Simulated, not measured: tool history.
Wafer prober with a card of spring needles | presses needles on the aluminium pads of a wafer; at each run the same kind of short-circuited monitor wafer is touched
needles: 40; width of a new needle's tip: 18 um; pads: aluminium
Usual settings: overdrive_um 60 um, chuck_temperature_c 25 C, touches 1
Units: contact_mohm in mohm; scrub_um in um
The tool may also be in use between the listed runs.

Run 1, hour 0: usual settings. Result: contact_mohm 114 mohm, scrub_um 8.38 um.
At hour 4.6: tips cleaned on abrasive film.
At hour 8.3: tips cleaned on abrasive film.
At hour 12: tips cleaned on abrasive film.
At hour 15.7: tips cleaned on abrasive film.
At hour 19.4: tips cleaned on abrasive film.
At hour 24: tips cleaned on abrasive film.
At hour 28.6: tips cleaned on abrasive film.
At hour 33.2: tips cleaned on abrasive film.
Run 2, hour 36.4: usual settings. Result: contact_mohm 113 mohm, scrub_um 8.4 um.
At hour 37.4: tips cleaned on abrasive film.
At hour 41.1: tips cleaned on abrasive film.
At hour 45.7: tips cleaned on abrasive film.
At hour 50.3: tips cleaned on abrasive film.
At hour 54.9: tips cleaned on abrasive film.
At hour 55.2: height of the first contact set anew.
At hour 59.8: tips cleaned on abrasive film.
At hour 64.4: tips cleaned on abrasive film.
At hour 68.1: tips cleaned on abrasive film.
Run 3, hour 68.5: usual settings. Result: contact_mohm 112 mohm, scrub_um 8.54 um.
At hour 72.2: tips cleaned on abrasive film.
At hour 76.8: tips cleaned on abrasive film.
At hour 80.5: tips cleaned on abrasive film.
At hour 84.2: tips cleaned on abrasive film.
At hour 88.8: tips cleaned on abrasive film.
At hour 93.4: tips cleaned on abrasive film.
At hour 97.1: tips cleaned on abrasive film.
At hour 100.8: tips cleaned on abrasive film.
At hour 105.4: tips cleaned on abrasive film.
At hour 109.1: tips cleaned on abrasive film.
Run 4, hour 111.4: usual settings but touches 2. Result: contact_mohm 112 mohm, scrub_um 8.41 um.
At hour 113.3: tips cleaned on abrasive film.
At hour 117: tips cleaned on abrasive film.
At hour 120.7: tips cleaned on abrasive film.
At hour 124.4: tips cleaned on abrasive film.
At hour 129: tips cleaned on abrasive film.
At hour 133.6: tips cleaned on abrasive film.
At hour 137.9: tips cleaned on abrasive film.
Run 5, hour 137.9: usual settings. Result: contact_mohm 114 mohm, scrub_um 8.45 um.
At hour 141.6: tips cleaned on abrasive film.
At hour 146.2: tips cleaned on abrasive film.
At hour 149.9: tips cleaned on abrasive film.
At hour 153.6: tips cleaned on abrasive film.
At hour 157.3: tips cleaned on abrasive film.
At hour 161: tips cleaned on abrasive film.
At hour 165.6: tips cleaned on abrasive film.
Run 6, hour 167.8: usual settings but overdrive_um 43 um. Result: contact_mohm 120 mohm, scrub_um 6.02 um.
At hour 169.7: tips cleaned on abrasive film.
At hour 173.4: tips cleaned on abrasive film.
At hour 178: tips cleaned on abrasive film.
At hour 181.7: tips cleaned on abrasive film.
At hour 186.3: tips cleaned on abrasive film.
At hour 190: tips cleaned on abrasive film.
At hour 193.7: tips cleaned on abrasive film.
At hour 198.3: tips cleaned on abrasive film.
At hour 202.9: tips cleaned on abrasive film.
At hour 206.6: tips cleaned on abrasive film.
At hour 211.2: tips cleaned on abrasive film.
Run 7, hour 212.1: usual settings. Result: contact_mohm 114 mohm, scrub_um 8.32 um.
At hour 214.9: tips cleaned on abrasive film.
At hour 218.6: tips cleaned on abrasive film.
At hour 223.2: tips cleaned on abrasive film.
At hour 226.9: tips cleaned on abrasive film.
At hour 230.6: tips cleaned on abrasive film.
At hour 235.2: tips cleaned on abrasive film.
At hour 239.8: tips cleaned on abrasive film.
At hour 244.4: tips cleaned on abrasive film.
At hour 249: tips cleaned on abrasive film.
At hour 253.6: tips cleaned on abrasive film.
At hour 258.2: tips cleaned on abrasive film.
At hour 261.9: tips cleaned on abrasive film.
At hour 265.6: tips cleaned on abrasive film.
Run 8, hour 266.4: usual settings. Result: contact_mohm 114 mohm, scrub_um 8.44 um.
At hour 270.1: tips cleaned on abrasive film.
At hour 273.8: tips cleaned on abrasive film.
At hour 278.4: tips cleaned on abrasive film.
At hour 282.1: tips cleaned on abrasive film.
At hour 286.7: tips cleaned on abrasive film.
At hour 291.3: tips cleaned on abrasive film.
At hour 295.9: tips cleaned on abrasive film.
At hour 299.6: tips cleaned on abrasive film.
At hour 304.2: tips cleaned on abrasive film.
At hour 307.9: tips cleaned on abrasive film.
Run 9, hour 308.5: usual settings. Result: contact_mohm 113 mohm, scrub_um 8.36 um.
At hour 312.2: tips cleaned on abrasive film.
At hour 316.8: tips cleaned on abrasive film.
At hour 321.4: tips cleaned on abrasive film.
At hour 326: tips cleaned on abrasive film.
At hour 330.6: tips cleaned on abrasive film.
At hour 335.2: tips cleaned on abrasive film.
At hour 338.9: tips cleaned on abrasive film.
At hour 343.5: tips cleaned on abrasive film.
At hour 347.2: tips cleaned on abrasive film.
Run 10, hour 348.9: usual settings but overdrive_um 54 um, chuck_temperature_c 36 C, touches 2. Result: contact_mohm 119 mohm, scrub_um 7.66 um.
At hour 351.7: tips cleaned on abrasive film.
At hour 356.3: tips cleaned on abrasive film.
At hour 360: tips cleaned on abrasive film.
At hour 364.6: tips cleaned on abrasive film.
At hour 369.2: tips cleaned on abrasive film.
At hour 373.8: tips cleaned on abrasive film.
At hour 377.5: tips cleaned on abrasive film.
At hour 381.2: tips cleaned on abrasive film.
Run 11, hour 383: usual settings but chuck_temperature_c 42 C, touches 2. Result: contact_mohm 117 mohm, scrub_um 8.39 um.

The next listed run, before its measurement:
At hour 385: tips cleaned on abrasive film.
At hour 397: card fitted with new needles.
At hour 400.7: tips cleaned on abrasive film.
At hour 404.4: tips cleaned on abrasive film.
At hour 409: tips cleaned on abrasive film.
At hour 413.6: tips cleaned on abrasive film.
At hour 418.1: tips cleaned on abrasive film.
At hour 421.8: tips cleaned on abrasive film.
At hour 425.5: tips cleaned on abrasive film.
At hour 429.2: tips cleaned on abrasive film.
At hour 433.8: tips cleaned on abrasive film.
At hour 438.4: tips cleaned on abrasive film.
Run 12, hour 441.4: usual settings but chuck_temperature_c 42 C, touches 2. Result: contact_mohm ?, scrub_um ?.

contact_mohm: 116 mohm
scrub_um: 8.37 um
Without the tool's hidden state the same run would have given contact_mohm 116 mohm, scrub_um 8.37 um.
